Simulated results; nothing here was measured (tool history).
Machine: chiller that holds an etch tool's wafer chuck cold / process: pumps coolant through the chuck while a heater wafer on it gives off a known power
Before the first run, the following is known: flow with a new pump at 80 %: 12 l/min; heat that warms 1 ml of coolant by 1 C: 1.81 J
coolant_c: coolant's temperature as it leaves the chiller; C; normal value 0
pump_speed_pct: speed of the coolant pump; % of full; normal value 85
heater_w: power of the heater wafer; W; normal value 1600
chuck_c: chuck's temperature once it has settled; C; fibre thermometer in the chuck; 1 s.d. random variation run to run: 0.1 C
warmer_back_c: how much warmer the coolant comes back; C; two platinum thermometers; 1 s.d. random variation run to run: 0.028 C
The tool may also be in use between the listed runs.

run	hour	coolant_c	pump_speed_pct	heater_w	chuck_c	warmer_back_c
1	0.0	0	85	1600	17.8	4.16
2	173.2	4	85	1600	21.8	4.18
3	340.1	4	85	1600	21.9	4.14
# hour 450.3: chiller's thermometer calibrated
4	508.8	0	85	1600	17.5	4.15
5	606.3	0	85	1600	17.3	4.17
6	781.4	0	85	1600	17.6	4.17
7	872.7	-2	85	1600	15.8	4.21
8	1019.9	-2	85	1153	10.7	2.97
9	1155.7	-2	85	1153	11.0	2.99
10	1280.0	-2	85	1153	10.9	3.05
11	1391.9	3	85	1600	21.0	4.15
# hour 1410.2: coolant pump overhauled
12	1566.8	0	88	1600	17.7	4.13
13	1668.7	3	85	1600	21.2	4.29
# hour 1717.0: coolant pump overhauled, once more
14	1808.5	3	85	1600	20.8	4.16
15	1896.2	3	85	1600	21.3	4.14
16	2085.1	2	85	1600	20.4	4.15
17	2248.1	2	85	1571	20.3	4.09
18	2414.6	2	85	1571	20.1	4.13
19	2520.1	2	85	1571	20.1	4.07
20	2634.1	2	67	1571	23.0	5.29
21	2743.2	-3	65	814	8.4	2.86
22	2953.9	-2	65	1979	25.2	6.92
# hour 3006.1: coolant changed, channels flushed
23	3133.9	2	85	1600	19.1	4.12
24	3288.4	-3	84	1600	14.3	4.24
25	3393.1	3	77	1600	21.2	4.67
26	3505.9	-4	85	1575	13.0	4.15
27	3653.2	0	70	1032	12.7	3.37
28	3789.3	0	60	2276	30.3	8.71
29	3920.1	0	60	2276	30.5	8.73
30	4121.1	-9	85	1313	5.5	3.48
# hour 4249.7: chiller's thermometer calibrated
31	4251.2	3	86	1313	16.7	3.40

For some of the steps in chuck_c from one run to the next: how much would appear even if the tool had no hidden state, given the settings, what came in and random variation, and how much remains for the hidden state plus any gauge scatter that the measured result and the result without hidden state don't share?
The hidden state here: heat passed by the chuck's channels, % of clean ones'; flow at a given pump speed, % of a new pump's; coolant's true temperature over the reading, C; drift of the gauge itself on chuck_c, C; drift of the gauge itself on warmer_back_c, C.
Run 20 -> 21: coolant_c 2 -> -3, pump_speed_pct 67 -> 65, heater_w 1571 -> 814. chuck_c -14.6 C: hidden state -0.9, all else -13.7.
Run 21 -> 22: coolant_c -3 -> -2, heater_w 814 -> 1979. chuck_c +16.8 C: hidden state +1.8, all else +15.0.
Run 22 -> 23: coolant_c -2 -> 2, pump_speed_pct 65 -> 85, heater_w 1979 -> 1600, coolant changed, channels flushed. chuck_c -6.1 C: hidden state -2.6, all else -3.5.
Run 27 -> 28: pump_speed_pct 70 -> 60, heater_w 1032 -> 2276. chuck_c +17.6 C: hidden state +0.5, all else +17.1.
Run 29 -> 30: coolant_c 0 -> -9, pump_speed_pct 60 -> 85, heater_w 2276 -> 1313. chuck_c -25.0 C: hidden state -0.3, all else -24.7.
